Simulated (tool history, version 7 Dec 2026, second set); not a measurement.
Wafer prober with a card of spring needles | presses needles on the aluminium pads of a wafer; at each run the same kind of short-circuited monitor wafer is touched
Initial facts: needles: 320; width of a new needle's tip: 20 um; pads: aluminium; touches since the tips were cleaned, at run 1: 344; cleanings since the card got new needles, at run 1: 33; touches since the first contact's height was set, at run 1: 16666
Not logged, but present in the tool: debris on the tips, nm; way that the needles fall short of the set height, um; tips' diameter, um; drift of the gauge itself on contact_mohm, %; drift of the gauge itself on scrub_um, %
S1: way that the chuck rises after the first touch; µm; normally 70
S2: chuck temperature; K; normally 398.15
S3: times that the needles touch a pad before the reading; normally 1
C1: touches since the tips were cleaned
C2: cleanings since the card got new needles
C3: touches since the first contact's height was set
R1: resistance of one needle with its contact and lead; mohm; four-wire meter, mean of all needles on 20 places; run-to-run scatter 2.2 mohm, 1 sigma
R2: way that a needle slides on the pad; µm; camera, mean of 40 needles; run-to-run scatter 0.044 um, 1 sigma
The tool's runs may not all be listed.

run   hour  S1      S2  S3    C1  C2     C3   R1     R2
  1      0  70  398.15   1   344  33  16666  246  12.12
      12.6  -- tips cleaned on abrasive film
  2   19.1  70  398.15   1  2585  34  24202  268  12.08
      23.8  -- tips cleaned on abrasive film
      35.7  -- tips cleaned on abrasive film
        48  -- tips cleaned on abrasive film
  3   56.6  50  398.15   1  3401  37  38952  282   8.53
      59.2  -- tips cleaned on abrasive film
        71  -- tips cleaned on abrasive film
      80.5  -- tips cleaned on abrasive film, once more
  4   86.5  70  398.15   2  2394  40  50722  249  11.96
      93.7  -- tips cleaned on abrasive film
     104.8  -- tips cleaned on abrasive film
     116.5  -- tips cleaned on abrasive film
  5  120.1  70  398.15   2  1404  43  63898  246  11.99
     128.4  -- tips cleaned on abrasive film
  6  137.7  70  398.15   2  3715  44  70878  249  11.91
     139.9  -- tips cleaned on abrasive film
     148.2  -- height of the first contact set anew
     153.4  -- tips cleaned on abrasive film
  7  162.3  70  398.15   2  3541  46   5581  246  12.19
     165.2  -- tips cleaned on abrasive film
     176.4  -- tips cleaned on abrasive film
  8    179  70  338.15   2  1031  48  12103  235  12.15
     187.9  -- tips cleaned on abrasive film
  9  196.9  70  398.15   1  3560  49  19172  257  12.15
     199.7  -- tips cleaned on abrasive film
     211.4  -- tips cleaned on abrasive film
 10  219.1  70  398.15   1  3039  51  27889  256  12.19
       224  -- tips cleaned on abrasive film
     235.6  -- tips cleaned on abrasive film
     247.7  -- tips cleaned on abrasive film
 11  250.6  67  398.15   1  1147  54  40291  251  11.43
     260.8  -- tips cleaned on abrasive film
     272.6  -- tips cleaned on abrasive film
 12  280.7  70  340.15   1  3235  56  52151  243  11.91
     285.8  -- tips cleaned on abrasive film
     297.2  -- tips cleaned on abrasive film
     309.9  -- tips cleaned on abrasive film
 13  319.8  70  340.15   1  3908  59  67533  242   11.9
     321.9  -- tips cleaned on abrasive film
     335.2  -- tips cleaned on abrasive film
     340.8  -- height of the first contact set anew
 14  344.1  51  340.15   1  3401  61   1287  266   8.86
       348  -- tips cleaned on abrasive film
     360.6  -- tips cleaned on abrasive film
 15  362.3  81  317.15   1   695  63   8448  223  14.12
     372.5  -- tips cleaned on abrasive film
     384.7  -- tips cleaned on abrasive film
 16  392.6  60  398.15   1  3135  65  20392  267  10.41
     397.5  -- tips cleaned on abrasive film
       410  -- tips cleaned on abrasive film
 17  415.1  60  376.15   2  2024  67  29206  253  10.27
     422.6  -- tips cleaned on abrasive film
     435.5  -- tips cleaned on abrasive film
 18  435.5  80  344.15   3     0  69  37248  227  13.67
       449  -- tips cleaned on abrasive film
     462.7  -- tips cleaned on abrasive film
 19  473.3  80  344.15   3  4172  71  52136  232   13.7
     476.1  -- tips cleaned on abrasive film
     488.6  -- tips cleaned on abrasive film
 20  492.6  80  344.15   3  1587  73  59745  230  13.68
     502.3  -- tips cleaned on abrasive film
 21  509.2  71  346.15   2  2732  74  66290  244  12.15
     514.5  -- tips cleaned on abrasive film
     525.6  -- tips cleaned on abrasive film
     532.8  -- height of the first contact set anew
     538.2  -- tips cleaned on abrasive film
 22  538.2  71  346.15   2     0  77   2116  229  12.31
     550.6  -- tips cleaned on abrasive film
       563  -- tips cleaned on abrasive film
 23  568.6  56  355.15   1  2210  79  14071  264   9.69
       576  -- tips cleaned on abrasive film
     589.3  -- tips cleaned on abrasive film
     601.6  -- tips cleaned on abrasive film
 24  608.2  70  298.15   1  2605  82  29665  234  12.03
     613.3  -- tips cleaned on abrasive film
     626.6  -- tips cleaned on abrasive film
     639.9  -- tips cleaned on abrasive film
 25  643.5  56  313.15   1  1444  85  43561  239   9.54
     651.3  -- tips cleaned on abrasive film
     663.7  -- tips cleaned on abrasive film
     675.6  -- tips cleaned on abrasive film
 26  679.2  70  364.15   1  1428  88  57610  242  11.94

Measured result minus the same run's result without the hidden state. Both carry the same run-to-run variation, though not necessarily the same gauge scatter:
run   R1     R2
  1   +5  -0.08
  2  +29   -0.1
  3  +30  -0.16
  4   +9  -0.22
  5   +7  -0.28
  6  +12   -0.3
  7  +11  -0.02
  8   +6  -0.05
  9  +19  -0.08
 10  +16  -0.12
 11  +11  -0.18
 12  +18  -0.21
 13  +21  -0.28
 14  +34     +0
 15   +7  -0.03
 16  +23  -0.07
 17  +13  -0.12
 18   +2  -0.15
 19   +8  -0.19
 20   +5  -0.22
 21  +13  -0.24
 22   +4  -0.02
 23  +26  -0.05
 24  +19  -0.11
 25  +18  -0.17
 26  +12  -0.23
